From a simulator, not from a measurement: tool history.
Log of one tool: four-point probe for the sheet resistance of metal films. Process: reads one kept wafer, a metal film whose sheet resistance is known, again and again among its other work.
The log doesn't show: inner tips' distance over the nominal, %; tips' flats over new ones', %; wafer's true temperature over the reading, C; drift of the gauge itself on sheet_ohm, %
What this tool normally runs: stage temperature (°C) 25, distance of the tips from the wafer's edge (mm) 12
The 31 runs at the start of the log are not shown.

| run | hour | stage temperature (°C) | distance of the tips from the wafer's edge (mm) | touches since the probe head was changed | hours of work since the stage's thermometer was calibrated | sheet resistance as the instrument gives it (ohm/square) |
|---|---|---|---|---|---|---|
| 32 | 2216 | 20 | 4 | 38887 | 274 | 0.055058 |
| 33 | 2265.8 | 20 | 4 | 40982 | 311 | 0.055034 |
| 34 | 2355.1 | 30 | 29 | 44742 | 377 | 0.053838 |
| 35 | 2459.9 | 20 | 30 | 49152 | 456 | 0.053262 |
| 36 | 2515.1 | 20 | 66 | 51471 | 497 | 0.053208 |
| 37 | 2609.7 | 20 | 14 | 55453 | 567 | 0.053351 |
| 38 | 2684.9 | 24 | 9 | 58615 | 623 | 0.053721 |
| 39 | 2788.3 | 29 | 70 | 62966 | 700 | 0.053608 |
| 40 | 2886.8 | 34 | 53 | 67109 | 774 | 0.053821 |
|  | 2903.4 | new probe head fitted |
| 41 | 2986.5 | 30 | 17 | 3495 | 848 | 0.053491 |
| 42 | 3041 | 25 | 68 | 5791 | 888 | 0.053126 |
| 43 | 3085.5 | 30 | 26 | 7662 | 921 | 0.053402 |
| 44 | 3141.7 | 21 | 4 | 10024 | 963 | 0.054601 |
| 45 | 3214.8 | 26 | 3 | 13102 | 1018 | 0.056077 |

4 options for the next run, each taken on its own from the tool as it stands now. Forecast them:
| A | 3260 | 26 | 12 | 15002 | 1052 | ? |
| B | 3260 | 18 | 60 | 15002 | 1052 | ? |
| C | 3260 | 18 | 15 | 15002 | 1052 | ? |
| D | 3260 | 28 | 7 | 15002 | 1052 | ? |

| run | sheet resistance as the instrument gives it (ohm/square) |
|---|---|
| A | 0.053292 |
| B | 0.052669 |
| C | 0.052796 |
| D | 0.053789 |
The same runs, with their run-to-run variation unchanged, on a tool lacking any hidden condition would have given:
| run | sheet resistance as the instrument gives it (ohm/square) |
|---|---|
| A | 0.053863 |
| B | 0.053235 |
| C | 0.053364 |
| D | 0.054364 |
